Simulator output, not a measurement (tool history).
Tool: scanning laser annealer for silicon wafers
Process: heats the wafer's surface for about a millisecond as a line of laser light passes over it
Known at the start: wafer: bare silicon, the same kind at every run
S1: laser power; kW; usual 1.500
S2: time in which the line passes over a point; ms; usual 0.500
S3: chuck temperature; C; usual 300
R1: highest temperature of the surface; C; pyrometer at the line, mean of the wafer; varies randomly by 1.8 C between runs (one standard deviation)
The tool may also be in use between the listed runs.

run,hour,S1,S2,S3,R1
1,0.0,1.500,0.500,300,998
2,10.2,1.500,0.467,300,969
3,30.5,1.500,0.500,300,998
4,50.5,1.500,0.500,300,996
5,66.5,1.500,0.500,300,997
6,84.5,1.500,0.468,300,970
7,101.6,1.500,0.500,300,990
8,117.1,1.500,0.469,337,1006
9,130.1,1.500,0.469,337,1004
10,149.8,1.281,0.353,329,808
11,165.1,1.570,0.375,333,946
12,180.1,1.345,0.480,277,879
13,193.0,1.606,0.518,285,1034

Alternative continuations, all from the tool just after run 13; predict every row:
A,205.7,1.445,0.500,300,?
B,205.7,1.500,0.551,316,?
C,205.7,1.299,0.398,306,?
D,205.7,1.506,0.518,264,?
E,205.7,1.308,0.612,330,?

run,R1
A,955
B,1038
C,826
D,966
E,994
Stripped of hidden state, with their random variation kept, the same runs would have yielded:
run,R1
A,980
B,1065
C,845
D,993
E,1019

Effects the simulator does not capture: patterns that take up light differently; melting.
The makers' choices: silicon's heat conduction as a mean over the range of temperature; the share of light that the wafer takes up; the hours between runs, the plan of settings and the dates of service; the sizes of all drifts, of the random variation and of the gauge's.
